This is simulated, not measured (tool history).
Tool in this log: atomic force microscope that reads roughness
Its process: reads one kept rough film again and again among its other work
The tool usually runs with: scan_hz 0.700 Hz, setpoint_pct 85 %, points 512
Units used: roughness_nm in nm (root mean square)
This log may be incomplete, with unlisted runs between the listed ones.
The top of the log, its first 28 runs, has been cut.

{"run": 29, "hour": 1101.5, "scan_hz": 3.013, "setpoint_pct": 85, "points": 353, "roughness_nm": 1.287}
{"run": 30, "hour": 1142.3, "scan_hz": 1.265, "setpoint_pct": 85, "points": 353, "roughness_nm": 1.389}
{"run": 31, "hour": 1183.0, "scan_hz": 2.385, "setpoint_pct": 66, "points": 657, "roughness_nm": 1.387}
{"hour": 1208.1, "done": "new tip fitted"}
{"run": 32, "hour": 1235.4, "scan_hz": 3.022, "setpoint_pct": 85, "points": 1022, "roughness_nm": 1.392}
{"run": 33, "hour": 1267.0, "scan_hz": 0.835, "setpoint_pct": 78, "points": 631, "roughness_nm": 1.577}
{"run": 34, "hour": 1290.8, "scan_hz": 0.7, "setpoint_pct": 85, "points": 442, "roughness_nm": 1.524}
{"run": 35, "hour": 1313.4, "scan_hz": 0.726, "setpoint_pct": 85, "points": 573, "roughness_nm": 1.462}
{"run": 36, "hour": 1365.2, "scan_hz": 0.726, "setpoint_pct": 85, "points": 573, "roughness_nm": 1.401}

Predict the results of run 37:
{"hour": 1400.6, "done": "new tip fitted"}
{"run": 37, "hour": 1401.6, "scan_hz": 0.7, "setpoint_pct": 56, "points": 800, "roughness_nm": "?"}

roughness_nm: 1.754 nm (root mean square)
Take away the tool's hidden state, keep the run-to-run variation as it was, and the same run would have given roughness_nm 1.788 nm (root mean square).

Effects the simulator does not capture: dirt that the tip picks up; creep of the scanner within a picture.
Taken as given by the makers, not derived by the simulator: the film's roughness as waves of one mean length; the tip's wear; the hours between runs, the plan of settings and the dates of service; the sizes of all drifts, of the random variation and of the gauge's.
